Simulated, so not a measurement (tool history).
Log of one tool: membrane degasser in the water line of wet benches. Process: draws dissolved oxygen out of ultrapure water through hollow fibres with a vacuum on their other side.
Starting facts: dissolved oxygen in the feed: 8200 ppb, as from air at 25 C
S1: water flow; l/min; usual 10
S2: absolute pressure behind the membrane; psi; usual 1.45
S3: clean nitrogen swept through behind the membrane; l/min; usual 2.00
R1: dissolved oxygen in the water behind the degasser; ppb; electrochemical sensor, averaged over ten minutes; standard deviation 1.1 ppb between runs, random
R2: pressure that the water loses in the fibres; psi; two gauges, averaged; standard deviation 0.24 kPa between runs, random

{"run": 1, "hour": 0.0, "S1": 10, "S2": 1.45, "S3": 2.0, "R1": 112.8, "R2": 8.926}
{"run": 2, "hour": 49.6, "S1": 10, "S2": 1.45, "S3": 2.0, "R1": 113.4, "R2": 8.924}
{"run": 3, "hour": 84.4, "S1": 13, "S2": 1.45, "S3": 2.0, "R1": 169.1, "R2": 11.581}
{"run": 4, "hour": 116.0, "S1": 13, "S2": 1.45, "S3": 2.0, "R1": 168.9, "R2": 11.671}
{"run": 5, "hour": 180.8, "S1": 10, "S2": 1.45, "S3": 2.0, "R1": 116.0, "R2": 8.882}
{"run": 6, "hour": 222.9, "S1": 10, "S2": 1.33, "S3": 2.0, "R1": 105.4, "R2": 8.975}
{"run": 7, "hour": 283.1, "S1": 10, "S2": 1.45, "S3": 1.03, "R1": 189.2, "R2": 8.989}
{"run": 8, "hour": 340.6, "S1": 10, "S2": 1.45, "S3": 1.03, "R1": 185.6, "R2": 8.973}
{"run": 9, "hour": 410.2, "S1": 10, "S2": 1.45, "S3": 2.0, "R1": 113.6, "R2": 8.936}
{"run": 10, "hour": 459.2, "S1": 10, "S2": 1.45, "S3": 2.0, "R1": 114.4, "R2": 8.976}
{"run": 11, "hour": 488.9, "S1": 10, "S2": 1.45, "S3": 2.0, "R1": 114.8, "R2": 9.068}
{"run": 12, "hour": 517.4, "S1": 10, "S2": 1.45, "S3": 0.84, "R1": 220.0, "R2": 9.011}
{"run": 13, "hour": 579.9, "S1": 10, "S2": 3.55, "S3": 2.0, "R1": 288.3, "R2": 8.978}
{"run": 14, "hour": 620.3, "S1": 10, "S2": 3.55, "S3": 2.0, "R1": 287.8, "R2": 9.026}
{"run": 15, "hour": 675.5, "S1": 10, "S2": 1.64, "S3": 2.0, "R1": 131.3, "R2": 9.021}
{"run": 16, "hour": 703.8, "S1": 10, "S2": 1.58, "S3": 2.0, "R1": 125.5, "R2": 8.975}
{"run": 17, "hour": 773.6, "S1": 15, "S2": 1.26, "S3": 5.31, "R1": 125.5, "R2": 13.61}
{"run": 18, "hour": 802.1, "S1": 8, "S2": 1.45, "S3": 1.7, "R1": 96.7, "R2": 7.213}
{"run": 19, "hour": 844.7, "S1": 8, "S2": 1.45, "S3": 1.7, "R1": 98.8, "R2": 7.245}
{"run": 20, "hour": 886.2, "S1": 8, "S2": 1.45, "S3": 1.7, "R1": 96.2, "R2": 7.25}
{"run": 21, "hour": 940.9, "S1": 10, "S2": 1.19, "S3": 1.56, "R1": 114.7, "R2": 9.037}
{"run": 22, "hour": 997.3, "S1": 10, "S2": 1.28, "S3": 2.0, "R1": 103.7, "R2": 9.13}
{"run": 23, "hour": 1035.1, "S1": 10, "S2": 1.28, "S3": 0.89, "R1": 183.6, "R2": 9.005}
{"run": 24, "hour": 1070.5, "S1": 10, "S2": 1.45, "S3": 4.65, "R1": 70.2, "R2": 9.039}
{"run": 25, "hour": 1124.1, "S1": 10, "S2": 1.45, "S3": 3.06, "R1": 90.3, "R2": 9.101}
{"run": 26, "hour": 1162.6, "S1": 10, "S2": 1.45, "S3": 3.06, "R1": 90.5, "R2": 9.069}
{"run": 27, "hour": 1213.7, "S1": 10, "S2": 1.45, "S3": 3.06, "R1": 90.4, "R2": 9.134}
{"run": 28, "hour": 1260.5, "S1": 14, "S2": 1.41, "S3": 2.0, "R1": 188.5, "R2": 12.685}
{"run": 29, "hour": 1308.9, "S1": 10, "S2": 1.45, "S3": 1.85, "R1": 125.8, "R2": 9.076}
{"run": 30, "hour": 1349.7, "S1": 10, "S2": 1.29, "S3": 1.55, "R1": 124.9, "R2": 9.079}
{"run": 31, "hour": 1412.0, "S1": 10, "S2": 1.29, "S3": 1.55, "R1": 125.7, "R2": 9.105}
{"run": 32, "hour": 1459.6, "S1": 11, "S2": 1.86, "S3": 1.7, "R1": 193.7, "R2": 10.038}

Some steps in R1 between neighbouring runs. How much of each would the tool show without its hidden state too (settings, what came in, random variation), and how much is left for the hidden state, with any gauge scatter that isn't in both results?
What the log doesn't record here: membrane still open, %; true pressure behind the membrane over the reading, kPa; air that leaks in behind the membrane, l/min; drift of the gauge itself on oxygen_ppb, %; drift of the gauge itself on loss_of_pressure_kpa, %.
Run 11 -> 12: S3 2.00 -> 0.84. R1 +105.2 ppb: hidden state +3.4, all else +101.8.
Run 14 -> 15: S2 3.55 -> 1.64. R1 -156.5 ppb: hidden state -0.8, all else -155.7.
Run 17 -> 18: S1 15 -> 8, S2 1.26 -> 1.45, S3 5.31 -> 1.70. R1 -28.8 ppb: hidden state -5.4, all else -23.4.
Run 23 -> 24: S2 1.28 -> 1.45, S3 0.89 -> 4.65. R1 -113.4 ppb: hidden state -5.0, all else -108.4.
Run 27 -> 28: S1 10 -> 14, S2 1.45 -> 1.41, S3 3.06 -> 2.00. R1 +98.1 ppb: hidden state +7.3, all else +90.8.
Run 28 -> 29: S1 14 -> 10, S2 1.41 -> 1.45, S3 2.00 -> 1.85. R1 -62.7 ppb: hidden state -5.5, all else -57.2.
